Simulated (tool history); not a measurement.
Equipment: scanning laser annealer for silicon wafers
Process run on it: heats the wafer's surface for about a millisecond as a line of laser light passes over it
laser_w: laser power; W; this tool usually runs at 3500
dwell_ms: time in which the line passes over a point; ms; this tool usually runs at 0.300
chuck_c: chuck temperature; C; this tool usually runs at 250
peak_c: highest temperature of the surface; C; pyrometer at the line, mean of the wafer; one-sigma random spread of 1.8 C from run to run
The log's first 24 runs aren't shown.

{"run": 25, "hour": 1147.8, "laser_w": 3500, "dwell_ms": 0.242, "chuck_c": 214, "peak_c": 927}
{"run": 26, "hour": 1185.7, "laser_w": 3403, "dwell_ms": 0.218, "chuck_c": 271, "peak_c": 926}
{"run": 27, "hour": 1214.8, "laser_w": 3500, "dwell_ms": 0.225, "chuck_c": 274, "peak_c": 962}
{"run": 28, "hour": 1266.3, "laser_w": 3500, "dwell_ms": 0.225, "chuck_c": 274, "peak_c": 960}
{"run": 29, "hour": 1304.2, "laser_w": 3226, "dwell_ms": 0.287, "chuck_c": 267, "peak_c": 948}
{"run": 30, "hour": 1350.7, "laser_w": 3226, "dwell_ms": 0.287, "chuck_c": 267, "peak_c": 946}
{"run": 31, "hour": 1387.6, "laser_w": 3226, "dwell_ms": 0.287, "chuck_c": 267, "peak_c": 942}
{"run": 32, "hour": 1450.3, "laser_w": 3482, "dwell_ms": 0.3, "chuck_c": 263, "peak_c": 1025}
{"run": 33, "hour": 1514.6, "laser_w": 3482, "dwell_ms": 0.3, "chuck_c": 263, "peak_c": 1023}
{"run": 34, "hour": 1558.9, "laser_w": 3316, "dwell_ms": 0.3, "chuck_c": 263, "peak_c": 969}
{"run": 35, "hour": 1612.8, "laser_w": 3379, "dwell_ms": 0.3, "chuck_c": 272, "peak_c": 998}
{"run": 36, "hour": 1672.0, "laser_w": 3379, "dwell_ms": 0.238, "chuck_c": 272, "peak_c": 926}
{"run": 37, "hour": 1705.4, "laser_w": 3379, "dwell_ms": 0.238, "chuck_c": 272, "peak_c": 921}
{"run": 38, "hour": 1766.7, "laser_w": 3379, "dwell_ms": 0.367, "chuck_c": 272, "peak_c": 1056}
{"hour": 1776.6, "done": "window over the wafer cleaned"}
{"run": 39, "hour": 1815.6, "laser_w": 3379, "dwell_ms": 0.367, "chuck_c": 272, "peak_c": 1083}
{"run": 40, "hour": 1870.7, "laser_w": 3379, "dwell_ms": 0.367, "chuck_c": 272, "peak_c": 1078}

Alternative continuations, all from the tool just after run 40; predict every row:
{"run": "A", "hour": 1937.7, "laser_w": 3343, "dwell_ms": 0.257, "chuck_c": 240, "peak_c": "?"}
{"run": "B", "hour": 1937.7, "laser_w": 3379, "dwell_ms": 0.367, "chuck_c": 248, "peak_c": "?"}
{"run": "C", "hour": 1937.7, "laser_w": 3500, "dwell_ms": 0.276, "chuck_c": 250, "peak_c": "?"}
{"run": "D", "hour": 1937.7, "laser_w": 3549, "dwell_ms": 0.278, "chuck_c": 235, "peak_c": "?"}

run=A peak_c=914
run=B peak_c=1046
run=C peak_c=992
run=D peak_c=993
Take away the tool's hidden state, keep each run's random variation, and the runs would have read:
run=A peak_c=943
run=B peak_c=1081
run=C peak_c=1025
run=D peak_c=1026
